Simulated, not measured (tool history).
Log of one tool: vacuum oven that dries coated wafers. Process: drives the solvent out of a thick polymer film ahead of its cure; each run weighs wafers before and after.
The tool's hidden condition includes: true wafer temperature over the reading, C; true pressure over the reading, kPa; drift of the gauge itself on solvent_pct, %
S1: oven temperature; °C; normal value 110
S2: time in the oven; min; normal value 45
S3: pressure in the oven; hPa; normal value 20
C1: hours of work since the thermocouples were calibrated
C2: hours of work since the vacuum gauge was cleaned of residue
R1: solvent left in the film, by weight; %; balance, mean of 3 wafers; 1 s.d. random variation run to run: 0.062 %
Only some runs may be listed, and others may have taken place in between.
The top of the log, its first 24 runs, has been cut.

run	hour	S1	S2	S3	C1	C2	R1
25	915.6	101	79	14.4	1468	1288	5.45
26	958.4	121	48	10.7	1494	1314	1.41
27	1009.6	110	28	50.1	1525	1345	9.76
28	1045.1	110	28	50.1	1547	1367	9.79
29	1085.9	103	45	21.5	1572	1392	8.21
30	1133.2	103	45	21.5	1601	1421	8.34
31	1183.5	100	53	71.7	1631	1451	13.5
32	1218.8	119	29	49.7	1653	1473	6.08
33	1248.3	107	52	10.2	1671	1491	5.03
34	1271	100	37	20	1684	1504	10.44
35	1325.8	100	37	20	1718	1538	10.42
36	1349.7	123	36	20	1732	1552	2.31
37	1393.7	111	32	11.1	1759	1579	6.41
38	1439	111	32	11.1	1787	1607	6.28
# hour 1452.4: oven's thermocouples calibrated
39	1475.4	101	24	20	14	1627	10.53
40	1511.2	113	45	20	36	1649	3
41	1564.4	111	45	31	68	1682	4.5
42	1614.5	111	45	31	99	1712	4.56
43	1648.9	111	45	31	120	1733	4.57
44	1672.9	111	45	31	134	1748	4.44
45	1718.3	111	45	31	162	1775	4.64
46	1767.8	110	54	45.9	192	1805	5.37
47	1798.4	110	54	45.9	210	1824	5.4

4 options for the next run, each taken on its own from the tool as it stands now. Forecast them:
A	1846.3	110	45	14.1	240	1853	?
B	1846.3	101	54	47	240	1853	?
C	1846.3	105	78	75.7	240	1853	?
D	1846.3	110	45	21.4	240	1853	?

run	R1
A	3.58
B	9.02
C	8.7
D	4.27
Stripped of hidden state, with their random variation kept, the same runs would have yielded:
run	R1
A	3.16
B	8.5
C	8.17
D	3.84
